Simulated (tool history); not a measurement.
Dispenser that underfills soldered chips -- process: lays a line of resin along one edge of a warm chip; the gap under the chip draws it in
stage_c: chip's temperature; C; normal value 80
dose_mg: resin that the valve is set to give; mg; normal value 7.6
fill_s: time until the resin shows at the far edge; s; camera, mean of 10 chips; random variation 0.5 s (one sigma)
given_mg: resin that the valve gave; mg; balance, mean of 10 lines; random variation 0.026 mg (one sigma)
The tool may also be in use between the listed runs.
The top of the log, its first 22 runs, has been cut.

run   hour  stage_c  dose_mg  fill_s  given_mg
     183.5  -- new syringe of resin
 23  184.8       66     7.65    72.5      7.28
 24  190.1       77     6.79    58.5      6.41
     194.8  -- new syringe of resin
 25  195.4       77     6.79    48.7       6.4
 26    205       77     6.79    64.9      6.36
     206.1  -- new syringe of resin
     212.5  -- dispensing valve cleaned and set on the balance
 27  212.5       77     6.79    55.8      6.78
     218.3  -- new syringe of resin
 28  218.3       77     6.79    46.1      6.76
 29  223.1       75      7.6    56.9      7.54
     229.8  -- new syringe of resin
 30  230.4       79     9.84    42.2      9.73
 31  236.4       79     9.84    50.6      9.65
     241.3  -- new syringe of resin
 32  247.1       80     7.68    49.4      7.52
     252.5  -- new syringe of resin
 33  254.9       80     7.68    45.3      7.48
     263.7  -- new syringe of resin
 34  264.2       79     6.72    45.6      6.54

3 ways to go on from here, each from the tool as it stands after run 34. What would each give?
  A  270.7       79     7.78       ?         ?
  B  270.7       66     9.26       ?         ?
  C  270.7       65     9.88       ?         ?

run  fill_s  given_mg
  A    52.9      7.52
  B    85.4      8.94
  C      88      9.46
With no hidden state in the tool, these same runs would have given:
run  fill_s  given_mg
  A    41.2       7.8
  B    66.7      9.27
  C      69      9.81

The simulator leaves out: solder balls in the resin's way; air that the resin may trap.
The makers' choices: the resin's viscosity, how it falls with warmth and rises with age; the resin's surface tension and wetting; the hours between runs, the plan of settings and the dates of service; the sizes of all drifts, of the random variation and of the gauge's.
